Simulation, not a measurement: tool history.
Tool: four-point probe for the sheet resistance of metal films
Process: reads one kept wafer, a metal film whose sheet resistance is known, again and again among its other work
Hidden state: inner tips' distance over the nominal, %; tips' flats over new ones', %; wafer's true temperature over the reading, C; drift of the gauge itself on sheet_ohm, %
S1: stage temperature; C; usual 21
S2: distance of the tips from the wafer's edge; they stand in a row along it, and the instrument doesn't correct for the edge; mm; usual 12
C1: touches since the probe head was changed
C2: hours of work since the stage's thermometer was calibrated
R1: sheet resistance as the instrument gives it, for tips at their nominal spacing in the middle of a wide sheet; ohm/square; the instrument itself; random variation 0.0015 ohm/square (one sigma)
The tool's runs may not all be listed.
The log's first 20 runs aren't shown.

run   hour  S1  S2     C1   C2        R1
 21  218.6  19  12  37323  452  7.701265
 22  228.1  19  12  37807  458   7.70224
 23  242.9  30  13  38571  467  7.633221
 24  257.5  21  21  39320  475  7.657733
 25  266.1  21  21  39764  481  7.657279
 26  280.8  23   3  40515  489  8.298992
 27  289.3  23   3  40953  495  8.295929
 28  298.4  22  11  41423  500  7.693158
 29  308.4  22  11  41935  506  7.690526
 30  322.8  29   9  42677  515  7.679026
 31  329.5  24   3  43020  519  8.289492
 32  336.1  24   3  43359  523  8.290087
 33  346.3  25  55  43884  529  7.621867
 34  361.5  31  56  44665  538  7.587704
 35    377  26   4  45463  547  8.003784
 36  386.2  26  37  45933  553  7.615953
 37  400.2  28  16  46655  561  7.625664
 38  408.5  29  24  47080  566   7.60668
 39  417.8  29  45  47555  572  7.599743
 40  427.2  29  62  48040  578  7.597787

4 ways to go on from here, each from the tool as it stands after run 40. What would each give?
  A  436.7  21   7  48530  583   ?
  B  436.7  25   6  48530  583   ?
  C  436.7  22  13  48530  583   ?
  D  436.7  21   3  48530  583   ?

run        R1
  A  7.770643
  B   7.79373
  C   7.67245
  D  8.307244
Without the tool's hidden state the same runs would have given:
run        R1
  A  7.792505
  B  7.815633
  C  7.694052
  D  8.330481
